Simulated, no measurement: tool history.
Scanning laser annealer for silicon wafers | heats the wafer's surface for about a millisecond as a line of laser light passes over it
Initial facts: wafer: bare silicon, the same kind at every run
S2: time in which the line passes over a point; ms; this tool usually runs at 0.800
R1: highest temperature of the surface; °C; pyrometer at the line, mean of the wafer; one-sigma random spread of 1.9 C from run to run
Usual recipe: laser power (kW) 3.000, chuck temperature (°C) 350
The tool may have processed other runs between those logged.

run 1 day=0.000 | laser_power_(kW)=3.000 S2=0.800 chuck_temperature_(°C)=350 | R1=1080
run 2 day=2.192 | laser_power_(kW)=3.000 S2=0.800 chuck_temperature_(°C)=350 | R1=1080
run 3 day=4.983 | laser_power_(kW)=3.000 S2=0.800 chuck_temperature_(°C)=350 | R1=1076
run 4 day=6.612 | laser_power_(kW)=3.000 S2=0.800 chuck_temperature_(°C)=350 | R1=1072
run 5 day=9.438 | laser_power_(kW)=3.000 S2=0.800 chuck_temperature_(°C)=350 | R1=1069
run 6 day=11.517 | laser_power_(kW)=3.000 S2=0.800 chuck_temperature_(°C)=350 | R1=1065
run 7 day=13.500 | laser_power_(kW)=3.000 S2=0.800 chuck_temperature_(°C)=350 | R1=1064
run 8 day=16.258 | laser_power_(kW)=3.000 S2=0.800 chuck_temperature_(°C)=311 | R1=1022
run 9 day=17.804 | laser_power_(kW)=3.000 S2=0.832 chuck_temperature_(°C)=350 | R1=1074
run 10 day=19.133 | laser_power_(kW)=3.000 S2=0.832 chuck_temperature_(°C)=350 | R1=1068
run 11 day=21.150 | laser_power_(kW)=3.000 S2=0.800 chuck_temperature_(°C)=350 | R1=1059
-- day=21.479 window over the wafer cleaned
run 12 day=23.288 | laser_power_(kW)=2.921 S2=0.681 chuck_temperature_(°C)=320 | R1=931
run 13 day=25.562 | laser_power_(kW)=2.717 S2=0.664 chuck_temperature_(°C)=375 | R1=933
run 14 day=28.179 | laser_power_(kW)=3.000 S2=0.894 chuck_temperature_(°C)=370 | R1=1085
run 15 day=30.367 | laser_power_(kW)=3.199 S2=0.800 chuck_temperature_(°C)=384 | R1=1107
run 16 day=32.833 | laser_power_(kW)=3.010 S2=0.773 chuck_temperature_(°C)=363 | R1=1024
-- day=33.679 window over the wafer cleaned, once more
run 17 day=34.550 | laser_power_(kW)=3.000 S2=0.585 chuck_temperature_(°C)=350 | R1=980
run 18 day=37.167 | laser_power_(kW)=3.129 S2=0.623 chuck_temperature_(°C)=311 | R1=988
run 19 day=38.400 | laser_power_(kW)=3.129 S2=0.759 chuck_temperature_(°C)=355 | R1=1099
run 20 day=39.667 | laser_power_(kW)=2.924 S2=0.598 chuck_temperature_(°C)=350 | R1=963
run 21 day=42.246 | laser_power_(kW)=3.000 S2=0.703 chuck_temperature_(°C)=349 | R1=1031
run 22 day=45.088 | laser_power_(kW)=2.862 S2=0.856 chuck_temperature_(°C)=349 | R1=1059

For some of the steps in R1 from one run to the next: how much would appear even if the tool had no hidden state, given the settings, what came in and random variation, and how much remains for the hidden state plus any gauge scatter that the measured result and the result without hidden state don't share?
Hidden conditions of the tool in this case: light that passes the window, % of a clean one's; laser's true power over the reading, %; width of the line over the set one, %; drift of the gauge itself on peak_c, C.
Run 13 -> 14: laser power (kW) 2.717 -> 3.000, S2 0.664 -> 0.894, chuck temperature (°C) 375 -> 370. R1 +152 °C: hidden state -19, all else +171.
Run 16 -> 17: laser power (kW) 3.010 -> 3.000, S2 0.773 -> 0.585, chuck temperature (°C) 363 -> 350, window over the wafer cleaned, once more. R1 -44 °C: hidden state +66, all else -110.
Run 19 -> 20: laser power (kW) 3.129 -> 2.924, S2 0.759 -> 0.598, chuck temperature (°C) 355 -> 350. R1 -136 °C: hidden state +2, all else -138.
